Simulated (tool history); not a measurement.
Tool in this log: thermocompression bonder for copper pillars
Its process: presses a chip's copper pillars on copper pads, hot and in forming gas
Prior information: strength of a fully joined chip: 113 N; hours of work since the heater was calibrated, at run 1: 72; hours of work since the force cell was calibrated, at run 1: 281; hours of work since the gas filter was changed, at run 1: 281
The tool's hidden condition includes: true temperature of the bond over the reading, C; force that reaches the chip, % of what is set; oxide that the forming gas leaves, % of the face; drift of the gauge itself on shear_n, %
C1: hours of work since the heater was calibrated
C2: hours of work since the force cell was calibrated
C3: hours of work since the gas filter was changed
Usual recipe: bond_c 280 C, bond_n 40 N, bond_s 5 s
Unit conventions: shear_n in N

{"run": 1, "hour": 0.0, "bond_c": 280, "bond_n": 40, "bond_s": 5, "C1": 72, "C2": 281, "C3": 281, "shear_n": 61.3}
{"run": 2, "hour": 9.8, "bond_c": 280, "bond_n": 40, "bond_s": 5, "C1": 76, "C2": 286, "C3": 286, "shear_n": 61.4}
{"run": 3, "hour": 17.6, "bond_c": 280, "bond_n": 40, "bond_s": 5, "C1": 80, "C2": 289, "C3": 289, "shear_n": 62.3}
{"run": 4, "hour": 24.3, "bond_c": 280, "bond_n": 40, "bond_s": 5, "C1": 83, "C2": 292, "C3": 292, "shear_n": 64.0}
{"run": 5, "hour": 36.2, "bond_c": 280, "bond_n": 40, "bond_s": 5, "C1": 88, "C2": 298, "C3": 298, "shear_n": 64.2}
{"run": 6, "hour": 44.2, "bond_c": 280, "bond_n": 40, "bond_s": 5, "C1": 92, "C2": 301, "C3": 301, "shear_n": 61.2}
{"run": 7, "hour": 55.0, "bond_c": 280, "bond_n": 40, "bond_s": 5, "C1": 97, "C2": 306, "C3": 306, "shear_n": 62.7}
{"run": 8, "hour": 60.6, "bond_c": 280, "bond_n": 40, "bond_s": 9, "C1": 100, "C2": 309, "C3": 309, "shear_n": 71.0}
{"run": 9, "hour": 71.1, "bond_c": 280, "bond_n": 40, "bond_s": 5, "C1": 104, "C2": 314, "C3": 314, "shear_n": 62.1}
{"run": 10, "hour": 81.9, "bond_c": 280, "bond_n": 40, "bond_s": 5, "C1": 109, "C2": 319, "C3": 319, "shear_n": 62.3}
{"run": 11, "hour": 93.0, "bond_c": 280, "bond_n": 40, "bond_s": 5, "C1": 114, "C2": 324, "C3": 324, "shear_n": 61.5}
{"run": 12, "hour": 100.5, "bond_c": 263, "bond_n": 40, "bond_s": 5, "C1": 118, "C2": 327, "C3": 327, "shear_n": 48.1}
{"run": 13, "hour": 112.2, "bond_c": 263, "bond_n": 40, "bond_s": 5, "C1": 123, "C2": 332, "C3": 332, "shear_n": 49.1}
{"run": 14, "hour": 121.2, "bond_c": 263, "bond_n": 40, "bond_s": 5, "C1": 127, "C2": 337, "C3": 337, "shear_n": 49.0}
{"run": 15, "hour": 127.5, "bond_c": 263, "bond_n": 40, "bond_s": 5, "C1": 130, "C2": 339, "C3": 339, "shear_n": 49.0}
{"run": 16, "hour": 136.8, "bond_c": 263, "bond_n": 40, "bond_s": 5, "C1": 135, "C2": 344, "C3": 344, "shear_n": 49.2}
{"run": 17, "hour": 145.0, "bond_c": 263, "bond_n": 40, "bond_s": 5, "C1": 138, "C2": 347, "C3": 347, "shear_n": 49.5}
{"run": 18, "hour": 154.6, "bond_c": 263, "bond_n": 40, "bond_s": 5, "C1": 143, "C2": 352, "C3": 352, "shear_n": 48.1}
{"run": 19, "hour": 163.1, "bond_c": 263, "bond_n": 40, "bond_s": 5, "C1": 147, "C2": 356, "C3": 356, "shear_n": 48.5}
{"run": 20, "hour": 171.6, "bond_c": 263, "bond_n": 40, "bond_s": 5, "C1": 150, "C2": 360, "C3": 360, "shear_n": 49.1}
{"run": 21, "hour": 178.9, "bond_c": 251, "bond_n": 40, "bond_s": 5, "C1": 154, "C2": 363, "C3": 363, "shear_n": 39.9}
{"run": 22, "hour": 187.3, "bond_c": 251, "bond_n": 40, "bond_s": 5, "C1": 158, "C2": 367, "C3": 367, "shear_n": 39.8}
{"run": 23, "hour": 194.8, "bond_c": 275, "bond_n": 56, "bond_s": 5, "C1": 161, "C2": 370, "C3": 370, "shear_n": 68.9}
{"run": 24, "hour": 206.3, "bond_c": 280, "bond_n": 32, "bond_s": 11, "C1": 166, "C2": 376, "C3": 376, "shear_n": 68.2}
{"run": 25, "hour": 217.2, "bond_c": 280, "bond_n": 32, "bond_s": 11, "C1": 171, "C2": 381, "C3": 381, "shear_n": 68.2}
{"run": 26, "hour": 224.5, "bond_c": 280, "bond_n": 37, "bond_s": 5, "C1": 175, "C2": 384, "C3": 384, "shear_n": 58.9}

What does the tool deliver on the next run?
{"run": 27, "hour": 233.7, "bond_c": 299, "bond_n": 49, "bond_s": 3, "C1": 179, "C2": 388, "C3": 388, "shear_n": "?"}

shear_n: 70.8 N
On a tool with no hidden condition, and with the same random variation, this run would have come out at shear_n 79.2 N.

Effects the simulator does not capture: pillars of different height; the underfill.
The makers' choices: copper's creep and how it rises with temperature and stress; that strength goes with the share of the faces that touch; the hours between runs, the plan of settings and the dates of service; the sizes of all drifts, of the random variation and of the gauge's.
